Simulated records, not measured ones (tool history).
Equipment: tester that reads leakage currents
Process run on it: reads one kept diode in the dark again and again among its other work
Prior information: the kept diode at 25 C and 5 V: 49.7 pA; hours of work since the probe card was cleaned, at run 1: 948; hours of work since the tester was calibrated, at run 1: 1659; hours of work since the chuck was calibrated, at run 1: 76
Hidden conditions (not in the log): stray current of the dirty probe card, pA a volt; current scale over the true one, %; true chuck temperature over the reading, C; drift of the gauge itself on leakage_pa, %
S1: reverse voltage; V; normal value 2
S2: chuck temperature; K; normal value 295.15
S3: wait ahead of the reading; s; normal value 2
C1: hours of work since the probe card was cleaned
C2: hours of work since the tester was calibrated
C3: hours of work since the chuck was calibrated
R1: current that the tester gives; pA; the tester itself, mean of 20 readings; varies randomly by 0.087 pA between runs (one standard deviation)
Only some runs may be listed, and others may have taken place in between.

{"run": 1, "hour": 0.0, "S1": 2, "S2": 295.15, "S3": 2, "C1": 948, "C2": 1659, "C3": 76, "R1": 23.6}
{"run": 2, "hour": 152.9, "S1": 2, "S2": 315.15, "S3": 2, "C1": 1009, "C2": 1721, "C3": 138, "R1": 101.33}
{"run": 3, "hour": 305.0, "S1": 2, "S2": 315.15, "S3": 2, "C1": 1071, "C2": 1782, "C3": 199, "R1": 102.23}
{"run": 4, "hour": 427.9, "S1": 2, "S2": 295.15, "S3": 0.98, "C1": 1120, "C2": 1832, "C3": 249, "R1": 23.96}
{"run": 5, "hour": 575.1, "S1": 2, "S2": 295.15, "S3": 0.98, "C1": 1179, "C2": 1891, "C3": 308, "R1": 23.84}
{"run": 6, "hour": 674.4, "S1": 2, "S2": 295.15, "S3": 2, "C1": 1219, "C2": 1931, "C3": 348, "R1": 23.6}
{"run": 7, "hour": 826.9, "S1": 2, "S2": 295.15, "S3": 2, "C1": 1281, "C2": 1992, "C3": 409, "R1": 23.52}
{"run": 8, "hour": 972.8, "S1": 2.95, "S2": 297.15, "S3": 2.25, "C1": 1340, "C2": 2051, "C3": 468, "R1": 34.4}
{"run": 9, "hour": 1082.3, "S1": 2.95, "S2": 297.15, "S3": 2.25, "C1": 1384, "C2": 2095, "C3": 512, "R1": 34.59}
{"run": 10, "hour": 1202.9, "S1": 6.78, "S2": 326.15, "S3": 2.25, "C1": 1432, "C2": 2144, "C3": 561, "R1": 427.93}
{"run": 11, "hour": 1342.1, "S1": 18.51, "S2": 313.15, "S3": 4, "C1": 1488, "C2": 2200, "C3": 617, "R1": 320.06}
{"run": 12, "hour": 1494.1, "S1": 16.47, "S2": 297.15, "S3": 4, "C1": 1550, "C2": 2261, "C3": 678, "R1": 92.8}

Alternative continuations, all from the tool just after run 12; predict every row:
{"run": "A", "hour": 1598.8, "S1": 14.52, "S2": 297.15, "S3": 4, "C1": 1592, "C2": 2303, "C3": 720, "R1": "?"}
{"run": "B", "hour": 1598.8, "S1": 6.54, "S2": 297.15, "S3": 4, "C1": 1592, "C2": 2303, "C3": 720, "R1": "?"}
{"run": "C", "hour": 1598.8, "S1": 9.2, "S2": 313.15, "S3": 0.51, "C1": 1592, "C2": 2303, "C3": 720, "R1": "?"}
{"run": "D", "hour": 1598.8, "S1": 1.66, "S2": 299.15, "S3": 1.72, "C1": 1592, "C2": 2303, "C3": 720, "R1": "?"}

run=A R1=86.38
run=B R1=54.49
run=C R1=217.78
run=D R1=28.8
With no hidden state in the tool, these same runs would have given:
run=A R1=86.33
run=B R1=54.48
run=C R1=217.83
run=D R1=28.81
